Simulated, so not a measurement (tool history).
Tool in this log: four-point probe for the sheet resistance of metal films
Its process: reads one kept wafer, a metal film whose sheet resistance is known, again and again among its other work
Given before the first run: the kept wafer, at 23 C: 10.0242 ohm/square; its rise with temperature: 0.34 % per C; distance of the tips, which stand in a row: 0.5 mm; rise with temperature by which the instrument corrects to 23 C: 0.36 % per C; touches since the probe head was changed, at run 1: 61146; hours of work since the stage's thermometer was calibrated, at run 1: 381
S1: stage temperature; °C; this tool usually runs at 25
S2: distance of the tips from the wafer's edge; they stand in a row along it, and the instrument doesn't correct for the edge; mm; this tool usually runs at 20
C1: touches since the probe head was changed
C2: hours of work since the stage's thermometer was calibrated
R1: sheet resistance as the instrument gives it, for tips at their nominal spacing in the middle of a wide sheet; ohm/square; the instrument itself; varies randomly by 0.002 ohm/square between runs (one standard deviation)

| run | hour | S1 | S2 | C1 | C2 | R1 |
|---|---|---|---|---|---|---|
| 1 | 0.0 | 25 | 20 | 61146 | 381 | 9.965247 |
| 2 | 40.3 | 25 | 20 | 62733 | 412 | 9.959349 |
| 3 | 99.6 | 25 | 20 | 65069 | 458 | 9.957763 |
| 4 | 137.7 | 25 | 4 | 66567 | 488 | 10.035781 |
| 5 | 174.7 | 25 | 4 | 68024 | 516 | 10.033731 |
|  | 215.7 | new probe head fitted |
| 6 | 251.6 | 25 | 9 | 1413 | 575 | 10.044667 |
| 7 | 317.9 | 25 | 25 | 4024 | 627 | 10.022488 |
| 8 | 368.4 | 25 | 25 | 6009 | 666 | 10.021580 |
|  | 376.2 | stage's thermometer calibrated |
| 9 | 423.4 | 25 | 20 | 8158 | 37 | 10.022706 |
| 10 | 488.5 | 25 | 34 | 10719 | 87 | 10.014269 |
|  | 531.1 | stage's thermometer calibrated, once more |
| 11 | 571.8 | 19 | 20 | 13980 | 32 | 10.011706 |
| 12 | 649.1 | 19 | 20 | 17024 | 91 | 10.002605 |
| 13 | 724.0 | 19 | 20 | 19970 | 149 | 10.002094 |
| 14 | 787.2 | 25 | 3 | 22458 | 198 | 10.134621 |
| 15 | 877.9 | 29 | 12 | 26030 | 269 | 9.986612 |
| 16 | 947.8 | 29 | 12 | 28783 | 323 | 9.980669 |
| 17 | 988.2 | 19 | 67 | 30374 | 354 | 9.984795 |
| 18 | 1035.3 | 19 | 8 | 32228 | 391 | 9.998884 |
| 19 | 1109.4 | 19 | 6 | 35143 | 448 | 10.012113 |
| 20 | 1147.4 | 25 | 8 | 36642 | 478 | 9.986375 |
| 21 | 1237.8 | 21 | 7 | 40201 | 548 | 9.990739 |
| 22 | 1316.7 | 21 | 7 | 43305 | 609 | 9.991813 |
| 23 | 1372.3 | 21 | 7 | 45495 | 652 | 9.985538 |
| 24 | 1414.4 | 25 | 27 | 47151 | 685 | 9.953070 |
| 25 | 1455.7 | 23 | 67 | 48779 | 717 | 9.948661 |
| 26 | 1546.1 | 25 | 15 | 52336 | 787 | 9.948853 |
| 27 | 1603.2 | 20 | 9 | 54587 | 831 | 9.965464 |

4 options for the next run, each taken on its own from the tool as it stands now. Forecast them:
| A | 1690.2 | 28 | 4 | 58010 | 898 | ? |
| B | 1690.2 | 29 | 51 | 58010 | 898 | ? |
| C | 1690.2 | 25 | 8 | 58010 | 898 | ? |
| D | 1690.2 | 20 | 7 | 58010 | 898 | ? |

| run | R1 |
|---|---|
| A | 10.015490 |
| B | 9.927973 |
| C | 9.958496 |
| D | 9.968414 |
Stripped of hidden state, with their random variation kept, the same runs would have yielded:
| run | R1 |
|---|---|
| A | 10.102657 |
| B | 10.014477 |
| C | 10.045103 |
| D | 10.054911 |
